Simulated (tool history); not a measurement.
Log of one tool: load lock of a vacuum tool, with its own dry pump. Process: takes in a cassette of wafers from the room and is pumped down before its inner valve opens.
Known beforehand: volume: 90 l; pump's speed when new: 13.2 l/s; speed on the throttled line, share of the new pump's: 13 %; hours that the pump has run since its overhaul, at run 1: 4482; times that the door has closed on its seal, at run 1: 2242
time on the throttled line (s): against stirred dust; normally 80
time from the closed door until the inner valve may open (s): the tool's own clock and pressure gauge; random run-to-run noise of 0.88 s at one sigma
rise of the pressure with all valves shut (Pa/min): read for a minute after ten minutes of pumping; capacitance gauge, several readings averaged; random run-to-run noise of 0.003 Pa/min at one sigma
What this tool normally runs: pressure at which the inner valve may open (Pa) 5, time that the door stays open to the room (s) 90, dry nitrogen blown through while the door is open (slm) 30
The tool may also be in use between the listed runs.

run,hour,time on the throttled line (s),pressure at which the inner valve may open (Pa),time that the door stays open to the room (s),dry nitrogen blown through while the door is open (slm),hours that the pump has run since its overhaul,times that the door has closed on its seal,"incoming humidity of the room's air, %",time from the closed door until the inner valve may open (s),rise of the pressure with all valves shut (Pa/min)
1,0.0,80,5,90,30,4482,2242,43.6,139.2,0.024
2,155.8,80,5,90,30,4638,2940,45.1,138.7,0.027
3,267.3,80,5,90,30,4749,3439,45.2,137.8,0.027
4,457.2,80,5,90,30,4939,4290,48.1,138.1,0.024
5,612.9,80,5,90,30,5095,4987,45.5,139.4,0.026
6,703.1,80,5,90,30,5185,5391,45.4,138.3,0.032
7,848.1,80,7,90,30,5330,6041,43.5,134.1,0.022
8,1010.1,80,5,90,30,5492,6767,46.3,137.3,0.029
9,1190.5,80,5,90,30,5672,7575,44.3,138.4,0.026
10,1324.0,80,5,90,30,5806,8173,46.9,137.6,0.026
11,1410.8,80,5,90,30,5892,8562,41.9,138.9,0.023
12,1567.8,80,5,90,5,6050,9265,43.0,137.4,0.054
13,1679.9,50,6,139,34,6162,9768,46.9,109.6,0.036
14,1823.2,50,5,139,37,6305,10410,43.2,110.6,0.030
15,1936.1,50,5,139,37,6418,10915,44.5,110.7,0.031
16,2018.5,50,5,139,37,6500,11284,47.0,112.4,0.032
17,2182.2,50,5,167,37,6664,12018,43.8,111.3,0.036
18,2353.9,90,5,167,37,6836,12787,45.7,145.5,0.033
19,2481.1,74,5,61,5,6963,13357,44.4,133.7,0.042
20,2667.0,85,5,90,7,7149,14190,45.3,142.6,0.054
21,2783.4,80,5,85,4,7265,14711,46.1,136.5,0.061
22,2957.3,80,5,90,10,7439,15490,48.1,138.1,0.047

Forecast each of these 5 alternatives for the next run:
A,3046.5,154,9,90,10,7528,15890,44.1,?,?
B,3046.5,134,7,90,10,7528,15890,45.0,?,?
C,3046.5,80,4,122,5,7528,15890,42.9,?,?
D,3046.5,80,5,90,23,7528,15890,45.4,?,?
E,3046.5,151,6,28,30,7528,15890,47.6,?,?

run,time from the closed door until the inner valve may open (s),rise of the pressure with all valves shut (Pa/min)
A,197.2,0.049
B,184.2,0.046
C,139.6,0.062
D,137.9,0.031
E,196.9,0.018
Without the tool's unlogged condition, the same runs would have read:
run,time from the closed door until the inner valve may open (s),rise of the pressure with all valves shut (Pa/min)
A,197.2,0.049
B,184.1,0.046
C,139.6,0.062
D,137.9,0.031
E,196.9,0.017

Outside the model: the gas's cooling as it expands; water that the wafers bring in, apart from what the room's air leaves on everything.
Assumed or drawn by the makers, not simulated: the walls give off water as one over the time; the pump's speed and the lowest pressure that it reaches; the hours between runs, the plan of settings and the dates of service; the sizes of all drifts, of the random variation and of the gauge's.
